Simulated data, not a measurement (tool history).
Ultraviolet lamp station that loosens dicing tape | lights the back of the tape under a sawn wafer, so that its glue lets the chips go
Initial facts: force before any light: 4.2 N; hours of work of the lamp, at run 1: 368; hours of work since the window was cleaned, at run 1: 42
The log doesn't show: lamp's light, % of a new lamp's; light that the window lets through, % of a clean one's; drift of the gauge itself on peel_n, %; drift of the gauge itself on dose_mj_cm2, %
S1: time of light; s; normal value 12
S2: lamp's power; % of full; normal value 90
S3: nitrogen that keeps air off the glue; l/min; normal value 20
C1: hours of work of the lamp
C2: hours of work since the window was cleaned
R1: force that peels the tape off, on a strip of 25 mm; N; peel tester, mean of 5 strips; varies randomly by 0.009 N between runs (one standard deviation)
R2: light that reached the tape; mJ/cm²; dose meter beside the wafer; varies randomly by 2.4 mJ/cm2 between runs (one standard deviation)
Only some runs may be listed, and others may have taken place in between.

Run 1, hour 0: usual settings; C1 368; C2 42. Result: R1 0.454 N, R2 243 mJ/cm².
Run 2, hour 50: usual settings; C1 398; C2 73. Result: R1 0.481 N, R2 239 mJ/cm².
Run 3, hour 79.9: usual settings; C1 416; C2 91. Result: R1 0.508 N, R2 235 mJ/cm².
Run 4, hour 140.3: usual settings; C1 453; C2 127. Result: R1 0.516 N, R2 229 mJ/cm².
Run 5, hour 168.2: usual settings; C1 470; C2 144. Result: R1 0.51 N, R2 229 mJ/cm².
Run 6, hour 232.7: usual settings; C1 509; C2 183. Result: R1 0.537 N, R2 217 mJ/cm².
At hour 288: window cleaned of glue's vapour.
Run 7, hour 289: usual settings; C1 542; C2 1. Result: R1 0.5 N, R2 230 mJ/cm².
Run 8, hour 348.6: usual settings; C1 578; C2 37. Result: R1 0.528 N, R2 226 mJ/cm².
Run 9, hour 408.5: usual settings; C1 614; C2 73. Result: R1 0.529 N, R2 220 mJ/cm².
Run 10, hour 467.1: usual settings; C1 650; C2 108. Result: R1 0.544 N, R2 216 mJ/cm².

Branching from run 10: 3 alternative next runs. What would each branch give?
Run A, hour 523.2: usual settings but S1 20 s, S2 64 % of full, S3 33 l/min; C1 683; C2 142. Result: R1 ?, R2 ?.
Run B, hour 523.2: usual settings but S1 14 s; C1 683; C2 142. Result: R1 ?, R2 ?.
Run C, hour 523.2: usual settings but S2 81 % of full; C1 683; C2 142. Result: R1 ?, R2 ?.

run     R1   R2
  A  0.355  254
  B  0.456  251
  C  0.711  192
What these runs would have given with no unlogged condition in the tool:
run     R1   R2
  A  0.248  331
  B  0.296  326
  C  0.465  249

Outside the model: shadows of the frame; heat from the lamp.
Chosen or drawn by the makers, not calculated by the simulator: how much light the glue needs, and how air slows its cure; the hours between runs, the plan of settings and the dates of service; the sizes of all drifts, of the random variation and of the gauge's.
